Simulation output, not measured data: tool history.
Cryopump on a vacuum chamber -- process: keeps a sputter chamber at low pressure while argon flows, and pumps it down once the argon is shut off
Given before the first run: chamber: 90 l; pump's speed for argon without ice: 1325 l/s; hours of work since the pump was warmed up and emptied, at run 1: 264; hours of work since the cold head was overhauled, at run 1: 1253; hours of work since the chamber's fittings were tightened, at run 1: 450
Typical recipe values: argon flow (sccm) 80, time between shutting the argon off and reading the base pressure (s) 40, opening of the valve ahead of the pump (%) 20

run     day  argon flow (sccm)  time between shutting the argon off and reading the base pressure (s)  opening of the valve ahead of the pump (%)  hours of work since the pump was warmed up and emptied  hours of work since the cold head was overhauled  hours of work since the chamber's fittings were tightened  pressure while argon flows (Pa)  pressure after the wait (uPa)
  1       0                 80                                                                     40                                          20                                                     264                                              1253                                                        450                           0.5213                           1.45
  2   1.608                 80                                                                    209                                          20                                                     296                                              1286                                                        483                            0.522                           0.85
  3   2.558                142                                                                     40                                          20                                                     316                                              1305                                                        502                           0.9262                           1.47
  4   3.242                 80                                                                     40                                          20                                                     330                                              1319                                                        516                           0.5223                           1.48
  5   3.979                 80                                                                     40                                          20                                                     345                                              1334                                                        531                           0.5275                           1.52
  6   4.746                 80                                                                     40                                          20                                                     360                                              1350                                                        547                           0.5235                           1.49
  7   5.846                 80                                                                     40                                          20                                                     383                                              1372                                                        569                           0.5265                           1.58
  8   7.442                 80                                                                     40                                          20                                                     415                                              1404                                                        602                            0.527                           1.63
  9   8.617                 80                                                                     40                                          24                                                     439                                              1428                                                        626                           0.4451                           1.64
 10   9.904                 80                                                                    287                                          20                                                     465                                              1455                                                        652                           0.5282                           1.01
 11  11.217                 80                                                                     40                                          20                                                     492                                              1481                                                        679                           0.5313                           1.66
 12  12.575                 80                                                                     40                                          20                                                     520                                              1509                                                        706                           0.5309                            1.8
 13   13.65                 80                                                                     40                                          20                                                     541                                              1531                                                        728                           0.5352                           1.81
 14  14.408                 80                                                                     40                                          20                                                     557                                              1546                                                        744                           0.5316                           1.74
 15  15.525                 80                                                                     40                                          20                                                     580                                              1569                                                        766                           0.5318                           1.79
 16  16.912                119                                                                     40                                          20                                                     608                                              1597                                                        795                           0.7982                           1.84
 17  17.958                 80                                                                    261                                          20                                                     629                                              1619                                                        816                           0.5356                           1.23
 18  18.692                 80                                                                    261                                          20                                                     644                                              1634                                                        831                           0.5356                           1.23
 19  19.812                 80                                                                    261                                          20                                                     667                                              1656                                                        854                           0.5372                           1.25
 20  21.325                 52                                                                    170                                          34                                                     698                                              1687                                                        884                            0.214                           1.34
 21  22.862                 52                                                                    170                                          34                                                     729                                              1718                                                        916                           0.2149                           1.42
 22  23.912                 95                                                                     40                                          20                                                     750                                              1740                                                        937                           0.6404                           2.06
 23  25.196                 72                                                                     39                                          20                                                     777                                              1766                                                        963                           0.4905                           2.15
 24  26.233                 80                                                                    215                                          20                                                     798                                              1787                                                        984                           0.5416                           1.47
 25  27.792                 80                                                                    215                                          20                                                     829                                              1819                                                       1016                            0.551                           1.53
 26  28.971                 93                                                                     23                                          16                                                     853                                              1843                                                       1040                            0.782                           2.77
 27  30.454                 33                                                                     23                                          16                                                     884                                              1873                                                       1070                           0.2802                           2.88
 28  31.175                 33                                                                     26                                          27                                                     898                                              1888                                                       1085                           0.1723                            2.7

Measured result minus the same run's result without the hidden state. Both carry the same run-to-run variation, though not necessarily the same gauge scatter:
Hidden state present: pump's speed, % of a pump's without ice; cold plate's temperature, K; leak into the chamber, uPa l/s; drift of the gauge itself on working_pa, %; drift of the gauge itself on base_upa, %.
run  pressure while argon flows (Pa)  pressure after the wait (uPa)
  1                          +0.0109                          +0.45
  2                          +0.0121                          +0.48
  3                          +0.0227                          +0.49
  4                          +0.0133                           +0.5
  5                           +0.014                          +0.53
  6                          +0.0144                          +0.54
  7                          +0.0153                          +0.57
  8                          +0.0164                          +0.62
  9                          +0.0173                          +0.63
 10                          +0.0182                          +0.67
 11                          +0.0195                          +0.68
 12                          +0.0204                          +0.77
 13                          +0.0215                          +0.77
 14                          +0.0221                          +0.76
 15                           +0.023                          +0.81
 16                          +0.0362                          +0.84
 17                          +0.0252                          +0.87
 18                          +0.0258                          +0.87
 19                          +0.0269                          +0.92
 20                          +0.0184                          +0.93
 21                          +0.0195                          +1.01
 22                          +0.0366                          +1.04
 23                          +0.0292                           +1.1
 24                          +0.0332                           +1.1
 25                          +0.0353                          +1.16
 26                          +0.0419                           +1.2
 27                          +0.0156                          +1.26
 28                          +0.0159                          +1.27
